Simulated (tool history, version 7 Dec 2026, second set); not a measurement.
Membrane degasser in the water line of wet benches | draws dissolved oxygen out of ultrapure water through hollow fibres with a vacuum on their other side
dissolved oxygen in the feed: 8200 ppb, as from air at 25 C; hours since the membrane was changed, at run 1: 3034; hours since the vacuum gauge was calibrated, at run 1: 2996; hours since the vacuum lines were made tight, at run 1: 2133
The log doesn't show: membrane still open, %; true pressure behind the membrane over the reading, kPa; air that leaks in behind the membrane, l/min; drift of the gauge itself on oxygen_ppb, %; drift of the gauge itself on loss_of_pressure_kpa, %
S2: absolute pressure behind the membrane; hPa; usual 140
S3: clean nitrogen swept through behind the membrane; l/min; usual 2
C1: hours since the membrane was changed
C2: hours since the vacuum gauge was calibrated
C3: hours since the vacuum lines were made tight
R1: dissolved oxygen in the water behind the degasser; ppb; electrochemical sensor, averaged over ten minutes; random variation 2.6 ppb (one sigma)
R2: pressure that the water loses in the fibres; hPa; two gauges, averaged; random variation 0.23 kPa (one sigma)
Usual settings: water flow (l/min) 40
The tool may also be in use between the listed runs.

Run 1, hour 0: usual settings; C1 3034; C2 2996; C3 2133. Result: R1 524.6 ppb, R2 580 hPa.
Run 2, hour 240.7: usual settings; C1 3275; C2 3236; C3 2373. Result: R1 527 ppb, R2 584.4 hPa.
Run 3, hour 458.6: usual settings but water flow (l/min) 37; C1 3493; C2 3454; C3 2591. Result: R1 490.4 ppb, R2 540.6 hPa.
Run 4, hour 721.9: usual settings but S2 310 hPa; C1 3756; C2 3717; C3 2855. Result: R1 1151.1 ppb, R2 586.5 hPa.
Run 5, hour 947.9: usual settings but S2 107 hPa; C1 3982; C2 3943; C3 3081. Result: R1 398 ppb, R2 590.2 hPa.
Run 6, hour 1242.4: usual settings but S2 107 hPa; C1 4276; C2 4238; C3 3375. Result: R1 396.3 ppb, R2 588.3 hPa.
Run 7, hour 1464.2: usual settings; C1 4498; C2 4460; C3 3597. Result: R1 529.1 ppb, R2 586.7 hPa.
Run 8, hour 1681.3: usual settings; C1 4715; C2 4677; C3 3814. Result: R1 529.5 ppb, R2 591.2 hPa.
Run 9, hour 1849.2: usual settings but water flow (l/min) 41; C1 4883; C2 4845; C3 3982. Result: R1 546.2 ppb, R2 605.3 hPa.
Run 10, hour 2056: usual settings but S3 1.16 l/min; C1 5090; C2 5052; C3 4189. Result: R1 780.7 ppb, R2 589.9 hPa.
Run 11, hour 2325.3: usual settings but S3 1.16 l/min; C1 5359; C2 5321; C3 4458. Result: R1 796.9 ppb, R2 594.3 hPa.
Run 12, hour 2512.4: usual settings but S3 1.16 l/min; C1 5546; C2 5508; C3 4645. Result: R1 790.5 ppb, R2 593 hPa.
Run 13, hour 2845.9: usual settings but S3 1.16 l/min; C1 5880; C2 5841; C3 4979. Result: R1 789.1 ppb, R2 593.2 hPa.
Run 14, hour 3044.3: usual settings; C1 6078; C2 6040; C3 5177. Result: R1 542.2 ppb, R2 592.3 hPa.
Run 15, hour 3320.2: usual settings but S3 3.66 l/min; C1 6354; C2 6316; C3 5453. Result: R1 349.5 ppb, R2 596.3 hPa.
Run 16, hour 3540.4: usual settings but S3 3.66 l/min; C1 6574; C2 6536; C3 5673. Result: R1 352.8 ppb, R2 597.5 hPa.
Run 17, hour 3713.8: usual settings but S3 3.66 l/min; C1 6748; C2 6709; C3 5847. Result: R1 352.9 ppb, R2 597.5 hPa.
Run 18, hour 4054.7: usual settings but S3 3.66 l/min; C1 7089; C2 7050; C3 6187. Result: R1 348.9 ppb, R2 595.7 hPa.
Run 19, hour 4334.7: usual settings but water flow (l/min) 36, S2 89 hPa; C1 7369; C2 7330; C3 6467. Result: R1 297.5 ppb, R2 538.9 hPa.
Run 20, hour 4648.1: usual settings but water flow (l/min) 36, S2 89 hPa; C1 7682; C2 7644; C3 6781. Result: R1 299.6 ppb, R2 542.1 hPa.
At hour 4717.1: vacuum gauge calibrated.
Run 21, hour 4904.1: usual settings but water flow (l/min) 36, S2 89 hPa; C1 7938; C2 187; C3 7036. Result: R1 287.8 ppb, R2 541.2 hPa.
Run 22, hour 5224.3: usual settings but water flow (l/min) 55, S2 89 hPa; C1 8258; C2 507; C3 7357. Result: R1 459.3 ppb, R2 836.9 hPa.
Run 23, hour 5407.1: usual settings but water flow (l/min) 29, S2 89 hPa; C1 8440; C2 690; C3 7539. Result: R1 232.5 ppb, R2 437.7 hPa.
Run 24, hour 5580: usual settings but water flow (l/min) 31, S2 327 hPa, S3 1 l/min; C1 8613; C2 863; C3 7712. Result: R1 1637.8 ppb, R2 470.7 hPa.
At hour 5725.1: seals of the vacuum lines changed.
Run 25, hour 5737.3: usual settings but S2 162 hPa, S3 1.14 l/min; C1 8769; C2 1018; C3 12. Result: R1 927.3 ppb, R2 608 hPa.
Run 26, hour 5969.1: usual settings but S2 162 hPa, S3 1.14 l/min; C1 9001; C2 1250; C3 244. Result: R1 937.5 ppb, R2 608.3 hPa.
Run 27, hour 6234.2: usual settings but water flow (l/min) 26, S2 139 hPa, S3 3.48 l/min; C1 9266; C2 1515; C3 509. Result: R1 221.5 ppb, R2 399 hPa.
Run 28, hour 6461.4: usual settings but water flow (l/min) 26, S2 192 hPa, S3 3.38 l/min; C1 9493; C2 1742; C3 736. Result: R1 323.2 ppb, R2 396.8 hPa.
Run 29, hour 6822.2: usual settings but water flow (l/min) 59, S2 192 hPa, S3 5.88 l/min; C1 9854; C2 2103; C3 1097. Result: R1 522.4 ppb, R2 902.2 hPa.
Run 30, hour 7104.4: usual settings but water flow (l/min) 59, S2 192 hPa, S3 5.88 l/min; C1 10136; C2 2385; C3 1379. Result: R1 520.8 ppb, R2 908.6 hPa.
Run 31, hour 7292: usual settings but water flow (l/min) 64, S2 276 hPa, S3 0.86 l/min; C1 10323; C2 2573; C3 1567. Result: R1 2506 ppb, R2 981.6 hPa.
Run 32, hour 7608.1: usual settings but water flow (l/min) 64, S2 276 hPa, S3 0.86 l/min; C1 10640; C2 2889; C3 1883. Result: R1 2536.1 ppb, R2 986.9 hPa.
Run 33, hour 7794.6: usual settings but water flow (l/min) 59, S2 229 hPa, S3 1.63 l/min; C1 10826; C2 3076; C3 2069. Result: R1 1393.1 ppb, R2 912.6 hPa.

Measured less the same run without the tool's hidden state. The same run-to-run variation is in both; the gauge's scatter may not be:
run     R1     R2
  1  +10.3  +11.6
  2  +11.2  +12.5
  3  +11.2  +12.6
  4  +13.2  +14.9
  5  +14.1  +15.8
  6    +15    +17
  7  +15.9    +18
  8  +16.8  +19.1
  9  +17.9  +20.3
 10  +20.3  +20.7
 11  +21.8  +22.1
 12  +22.4  +22.9
 13  +23.7  +24.2
 14  +22.4    +25
 15  +20.5  +26.3
 16  +21.4  +27.3
 17  +21.9    +28
 18  +22.8  +29.2
 19  +24.1  +27.6
 20  +25.3  +28.9
 21  +16.5  +29.9
 22  +30.1  +47.9
 23  +13.8  +25.7
 24  +18.2  +28.1
 25    +19  +37.1
 26  +20.2  +38.1
 27  +11.5  +25.6
 28  +12.1  +26.2
 29  +40.2  +61.7
 30  +41.6  +64.1
 31  +30.9  +70.7
 32  +32.8  +73.2
 33  +39.6    +69
